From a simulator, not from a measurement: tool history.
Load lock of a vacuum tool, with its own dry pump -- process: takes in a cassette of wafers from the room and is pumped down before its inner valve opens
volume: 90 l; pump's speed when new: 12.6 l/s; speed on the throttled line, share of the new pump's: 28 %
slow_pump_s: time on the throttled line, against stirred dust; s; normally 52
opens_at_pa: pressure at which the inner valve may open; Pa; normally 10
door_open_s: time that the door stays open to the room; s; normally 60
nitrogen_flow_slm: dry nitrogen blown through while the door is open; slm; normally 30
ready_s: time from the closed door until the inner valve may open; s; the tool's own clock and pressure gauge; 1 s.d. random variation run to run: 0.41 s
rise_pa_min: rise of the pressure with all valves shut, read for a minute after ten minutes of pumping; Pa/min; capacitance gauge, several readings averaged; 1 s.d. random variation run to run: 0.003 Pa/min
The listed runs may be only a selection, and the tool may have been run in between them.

run    hour  slow_pump_s  opens_at_pa  door_open_s  nitrogen_flow_slm  incoming humidity of the room's air, %  ready_s  rise_pa_min
  1     0.0           52           10           60                 30                                    41.3    103.6        0.013
  2    73.2           52           10           60                 30                                    44.5    104.0        0.018
  3   137.6           52           17           60                 30                                    44.6     99.6        0.024
  4   260.7           52           10           60                 30                                    44.5    104.6        0.017
  5   344.4           52           10           60                 30                                    42.2    104.3        0.024
  6   437.7           52           10           60                 30                                    43.7    103.9        0.022
  7   494.9           52           10           60                 30                                    45.7    104.3        0.027
  8   582.0           52           10           60                 30                                    46.1    104.9        0.033
  9   699.7           52           10           60                 30                                    46.5    103.6        0.031
 10   752.3           52           10           60                 30                                    46.6    104.6        0.033
 11   810.2           52           12           60                 22                                    46.4    103.9        0.043
 12   871.9           52           12           60                 22                                    45.1    103.1        0.041
 13   924.1           88           12          155                 24                                    44.5    129.0        0.045
 14  1002.6           88           12          155                 24                                    45.6    129.5        0.053
 15  1096.6           88           12          155                 24                                    44.3    129.2        0.059
 16  1161.9           88           12          155                 24                                    47.6    129.4        0.055

Consider 4 possible next runs. They are alternatives, not a sequence: every one starts from the tool as it was left by run 16. What does each give?
  A  1232.8           52           10           65                 30                                    48.7        ?            ?
  B  1232.8           66           12          155                  8                                    46.7        ?            ?
  C  1232.8           59            9           60                 30                                    43.8        ?            ?
  D  1232.8           73           20          122                 30                                    43.9        ?            ?

run  ready_s  rise_pa_min
  A    104.5        0.055
  B    113.1        0.083
  C    110.9        0.055
  D    114.6        0.059
Had the tool no hidden state, the same runs would have come out as:
run  ready_s  rise_pa_min
  A    103.3        0.012
  B    111.9        0.039
  C    109.6        0.011
  D    113.7        0.015
